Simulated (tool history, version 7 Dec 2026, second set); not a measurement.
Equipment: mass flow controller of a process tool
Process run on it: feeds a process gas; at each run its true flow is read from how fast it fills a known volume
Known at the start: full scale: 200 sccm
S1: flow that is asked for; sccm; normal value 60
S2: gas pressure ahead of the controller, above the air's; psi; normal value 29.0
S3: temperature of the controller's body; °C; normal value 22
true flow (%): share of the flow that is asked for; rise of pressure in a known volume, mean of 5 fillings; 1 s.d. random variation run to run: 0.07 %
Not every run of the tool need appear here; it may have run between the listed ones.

{"run": 1, "day": 0.0, "S1": 60, "S2": 29.0, "S3": 22, "true flow (%)": 100.64}
{"run": 2, "day": 22.404, "S1": 60, "S2": 25.7, "S3": 22, "true flow (%)": 100.72}
{"run": 3, "day": 42.062, "S1": 60, "S2": 25.7, "S3": 22, "true flow (%)": 100.8}
{"run": 4, "day": 59.804, "S1": 60, "S2": 29.0, "S3": 32, "true flow (%)": 102.06}
{"run": 5, "day": 81.692, "S1": 60, "S2": 29.0, "S3": 32, "true flow (%)": 102.17}
{"run": 6, "day": 103.475, "S1": 60, "S2": 29.0, "S3": 32, "true flow (%)": 102.3}
{"run": 7, "day": 117.354, "S1": 60, "S2": 29.0, "S3": 32, "true flow (%)": 102.37}
{"run": 8, "day": 139.383, "S1": 60, "S2": 29.0, "S3": 32, "true flow (%)": 102.56}

Forecast run 9:
{"run": 9, "day": 155.746, "S1": 60, "S2": 28.6, "S3": 38, "true flow (%)": "?"}

{"run 9": {"true flow (%)": 103.21}}
Take away the tool's hidden state, keep the run-to-run variation as it was, and the same run would have given true flow (%) 98.61.
